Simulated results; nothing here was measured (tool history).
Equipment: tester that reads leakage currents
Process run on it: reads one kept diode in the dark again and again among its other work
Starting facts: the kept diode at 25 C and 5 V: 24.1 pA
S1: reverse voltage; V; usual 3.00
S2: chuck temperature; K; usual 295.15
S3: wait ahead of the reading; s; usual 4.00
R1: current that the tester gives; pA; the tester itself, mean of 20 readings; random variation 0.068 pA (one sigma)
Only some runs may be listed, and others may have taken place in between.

Run 1, hour 0.0: usual settings. Result: R1 18.16 pA.
Run 2, hour 24.0: usual settings. Result: R1 18.20 pA.
Run 3, hour 48.2: usual settings. Result: R1 18.26 pA.
Run 4, hour 81.4: usual settings but S1 12.28 V. Result: R1 29.97 pA.
Run 5, hour 99.4: usual settings but S3 0.51 s. Result: R1 18.52 pA.
Run 6, hour 127.6: usual settings but S3 0.51 s. Result: R1 18.66 pA.
Run 7, hour 151.5: usual settings but S3 0.51 s. Result: R1 18.71 pA.
Run 8, hour 182.3: usual settings. Result: R1 18.49 pA.
Run 9, hour 214.3: usual settings. Result: R1 18.33 pA.
Run 10, hour 244.2: usual settings. Result: R1 18.63 pA.
Run 11, hour 260.8: usual settings but S1 1.05 V. Result: R1 12.95 pA.
Run 12, hour 283.9: usual settings but S1 1.05 V. Result: R1 13.00 pA.
Run 13, hour 311.7: usual settings. Result: R1 18.63 pA.
Run 14, hour 333.9: usual settings but S3 1.89 s. Result: R1 18.78 pA.
Run 15, hour 367.1: usual settings but S1 2.26 V, S3 2.29 s. Result: R1 17.05 pA.
Run 16, hour 396.3: usual settings but S1 2.26 V, S3 2.29 s. Result: R1 17.03 pA.
Run 17, hour 416.0: usual settings but S1 5.59 V, S2 305.15 K, S3 2.24 s. Result: R1 58.83 pA.
Run 18, hour 446.9: usual settings but S1 12.20 V, S2 332.15 K, S3 3.46 s. Result: R1 720.43 pA.
Run 19, hour 469.9: usual settings but S1 12.20 V, S2 332.15 K, S3 3.46 s. Result: R1 721.35 pA.
Run 20, hour 499.3: usual settings but S1 1.27 V, S2 325.15 K, S3 0.63 s. Result: R1 194.22 pA.
Run 21, hour 513.4: usual settings but S1 4.43 V, S2 323.15 K, S3 6.46 s. Result: R1 251.91 pA.
Run 22, hour 531.2: usual settings but S1 9.96 V, S2 318.15 K, S3 0.37 s. Result: R1 223.28 pA.
Run 23, hour 550.6: usual settings but S2 297.15 K. Result: R1 22.80 pA.
Run 24, hour 583.3: usual settings but S1 4.85 V, S2 320.15 K, S3 0.66 s. Result: R1 206.63 pA.
Run 25, hour 597.3: usual settings but S1 4.85 V, S2 320.15 K, S3 0.66 s. Result: R1 207.04 pA.
Run 26, hour 627.2: usual settings but S1 11.69 V. Result: R1 31.21 pA.
Run 27, hour 649.5: usual settings but S1 1.09 V, S2 316.15 K, S3 0.73 s. Result: R1 89.59 pA.
Run 28, hour 680.0: usual settings but S1 1.08 V. Result: R1 13.36 pA.

What if the next run were any one of these 3? Each begins from the tool's condition after run 28:
Run A, hour 703.6: usual settings but S1 1.43 V, S2 311.15 K, S3 0.45 s. Result: R1 ?.
Run B, hour 703.6: usual settings but S1 5.95 V. Result: R1 ?.
Run C, hour 703.6: usual settings but S1 6.01 V, S2 296.15 K, S3 6.84 s. Result: R1 ?.

run     R1
  A  64.37
  B  24.48
  C  26.97
What these runs would have given with no unlogged condition in the tool:
run     R1
  A  52.73
  B  19.26
  C  21.27

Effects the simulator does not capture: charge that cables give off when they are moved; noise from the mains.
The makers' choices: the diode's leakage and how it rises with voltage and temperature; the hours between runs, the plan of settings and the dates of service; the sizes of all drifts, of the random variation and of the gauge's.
